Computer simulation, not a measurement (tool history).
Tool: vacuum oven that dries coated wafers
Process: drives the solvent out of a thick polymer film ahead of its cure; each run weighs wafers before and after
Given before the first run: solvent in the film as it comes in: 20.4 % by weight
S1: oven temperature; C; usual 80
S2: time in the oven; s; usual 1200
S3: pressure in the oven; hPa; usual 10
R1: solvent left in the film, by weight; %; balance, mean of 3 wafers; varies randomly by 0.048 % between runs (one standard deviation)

run 1 day=0 | S1=80 S2=1200 S3=10 | R1=4.98
run 2 day=0.829 | S1=80 S2=1200 S3=10 | R1=4.92
run 3 day=2.05 | S1=80 S2=1200 S3=10 | R1=4.96
run 4 day=3.125 | S1=80 S2=1200 S3=10 | R1=5.04
run 5 day=4.862 | S1=80 S2=1200 S3=10 | R1=5.04
run 6 day=6.217 | S1=80 S2=1200 S3=10 | R1=4.98
run 7 day=7.712 | S1=70 S2=1200 S3=10 | R1=7.98
run 8 day=9.333 | S1=80 S2=1200 S3=10 | R1=5.07
run 9 day=10.592 | S1=80 S2=1200 S3=10 | R1=5.08
run 10 day=12.479 | S1=80 S2=1200 S3=10 | R1=5.08
run 11 day=14.292 | S1=80 S2=1200 S3=10 | R1=5.26
-- day=15.325 vacuum gauge cleaned of residue and calibrated
run 12 day=16.108 | S1=80 S2=1200 S3=10 | R1=5.21
run 13 day=17.729 | S1=80 S2=1200 S3=10 | R1=5.31
-- day=18.592 vacuum gauge cleaned of residue and calibrated, once more
run 14 day=18.629 | S1=80 S2=1200 S3=10 | R1=4.93
run 15 day=19.846 | S1=80 S2=1200 S3=10 | R1=5
run 16 day=21.058 | S1=80 S2=1200 S3=10 | R1=4.97
run 17 day=22.812 | S1=80 S2=1200 S3=10 | R1=4.95
-- day=23.467 oven's thermocouples calibrated
run 18 day=24.188 | S1=80 S2=1200 S3=10 | R1=4.76
run 19 day=26 | S1=80 S2=1200 S3=10 | R1=4.83
run 20 day=26.933 | S1=80 S2=1200 S3=10 | R1=4.79
run 21 day=28.179 | S1=80 S2=1200 S3=10 | R1=4.83
run 22 day=29.704 | S1=80 S2=1200 S3=10 | R1=4.82
run 23 day=30.854 | S1=80 S2=1200 S3=10 | R1=4.72
run 24 day=32.033 | S1=80 S2=1200 S3=10 | R1=4.79
run 25 day=33.175 | S1=71 S2=1680 S3=5.1 | R1=5.04
run 26 day=34.721 | S1=71 S2=720 S3=22.3 | R1=10.95
run 27 day=35.696 | S1=88 S2=1140 S3=13.6 | R1=3.4
run 28 day=36.517 | S1=88 S2=1140 S3=13.6 | R1=3.42
run 29 day=37.312 | S1=73 S2=960 S3=13.6 | R1=8.31
run 30 day=38.246 | S1=73 S2=960 S3=13.6 | R1=8.41
run 31 day=39.225 | S1=66 S2=960 S3=31.4 | R1=11.8
run 32 day=40.542 | S1=66 S2=960 S3=31.4 | R1=11.89
run 33 day=42.138 | S1=66 S2=960 S3=31.4 | R1=11.96
run 34 day=43.383 | S1=94 S2=1800 S3=31.4 | R1=2.05
run 35 day=44.696 | S1=94 S2=1800 S3=31.4 | R1=2
run 36 day=46.117 | S1=94 S2=1800 S3=31.4 | R1=2
run 37 day=47.558 | S1=80 S2=2100 S3=19.7 | R1=3.15
run 38 day=48.388 | S1=80 S2=2100 S3=19.7 | R1=3.22
run 39 day=50.083 | S1=93 S2=1200 S3=12.5 | R1=2.32
run 40 day=51.296 | S1=93 S2=1200 S3=12.5 | R1=2.28
run 41 day=52.829 | S1=93 S2=600 S3=12.5 | R1=5.75
run 42 day=53.775 | S1=80 S2=1080 S3=5.7 | R1=5.31
run 43 day=54.712 | S1=73 S2=1200 S3=15.1 | R1=7.47
run 44 day=55.625 | S1=72 S2=1020 S3=30.4 | R1=9.69
run 45 day=56.404 | S1=91 S2=1200 S3=8.4 | R1=2.48

3 options for the next run, each taken on its own from the tool as it stands now. Forecast them:
run A day=58.133 | S1=80 S2=1200 S3=8.4 | R1=?
run B day=58.133 | S1=78 S2=1080 S3=8.5 | R1=?
run C day=58.133 | S1=72 S2=1200 S3=11.8 | R1=?

run=A R1=5
run=B R1=6.09
run=C R1=7.51
Without the tool's unlogged condition, the same runs would have read:
run=A R1=4.6
run=B R1=5.68
run=C R1=7.05
